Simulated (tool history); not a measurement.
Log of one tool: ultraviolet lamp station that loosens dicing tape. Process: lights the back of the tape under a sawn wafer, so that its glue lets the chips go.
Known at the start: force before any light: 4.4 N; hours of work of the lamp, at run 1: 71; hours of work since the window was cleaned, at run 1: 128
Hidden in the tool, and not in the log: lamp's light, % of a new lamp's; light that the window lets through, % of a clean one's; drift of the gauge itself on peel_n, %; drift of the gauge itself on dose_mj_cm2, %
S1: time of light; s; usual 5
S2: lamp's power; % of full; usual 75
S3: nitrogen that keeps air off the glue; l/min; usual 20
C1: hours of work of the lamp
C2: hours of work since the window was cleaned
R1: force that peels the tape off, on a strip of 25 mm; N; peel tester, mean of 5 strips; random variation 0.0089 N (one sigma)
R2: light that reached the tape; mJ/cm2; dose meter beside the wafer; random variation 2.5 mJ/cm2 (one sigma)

| run | day | S1 | S2 | S3 | C1 | C2 | R1 | R2 |
|---|---|---|---|---|---|---|---|---|
| 1 | 0.000 | 5 | 75 | 20 | 71 | 128 | 0.415 | 266 |
| 2 | 0.308 | 5 | 75 | 20 | 75 | 132 | 0.412 | 267 |
| 3 | 0.625 | 5 | 75 | 20 | 78 | 136 | 0.420 | 266 |
| 4 | 1.117 | 5 | 75 | 20 | 84 | 141 | 0.423 | 269 |
| 5 | 1.517 | 5 | 75 | 20 | 89 | 146 | 0.421 | 262 |
| 6 | 1.762 | 5 | 75 | 20 | 91 | 149 | 0.426 | 265 |
| 7 | 2.062 | 5 | 73 | 20 | 95 | 152 | 0.435 | 257 |
| 8 | 2.525 | 5 | 73 | 20 | 100 | 158 | 0.444 | 254 |
| 9 | 3.054 | 5 | 73 | 20 | 106 | 164 | 0.444 | 252 |
| 10 | 3.492 | 8 | 61 | 33 | 111 | 169 | 0.252 | 339 |
| 11 | 3.729 | 3 | 81 | 20 | 114 | 171 | 0.860 | 168 |
| 12 | 4.162 | 3 | 81 | 20 | 119 | 176 | 0.832 | 168 |
| 13 | 4.517 | 5 | 81 | 15 | 123 | 180 | 0.414 | 283 |
| 14 | 4.950 | 5 | 79 | 20 | 128 | 185 | 0.390 | 270 |

Hidden state or all else? Some run-to-run changes of R1, split into what the settings, what came in and random variation would give without the hidden state, and what is left for the hidden state (with any gauge scatter that isn't in both results):
Run 10 -> 11: S1 8 -> 3, S2 61 -> 81, S3 33 -> 20. R1 +0.608 N: hidden state +0.097, all else +0.511.

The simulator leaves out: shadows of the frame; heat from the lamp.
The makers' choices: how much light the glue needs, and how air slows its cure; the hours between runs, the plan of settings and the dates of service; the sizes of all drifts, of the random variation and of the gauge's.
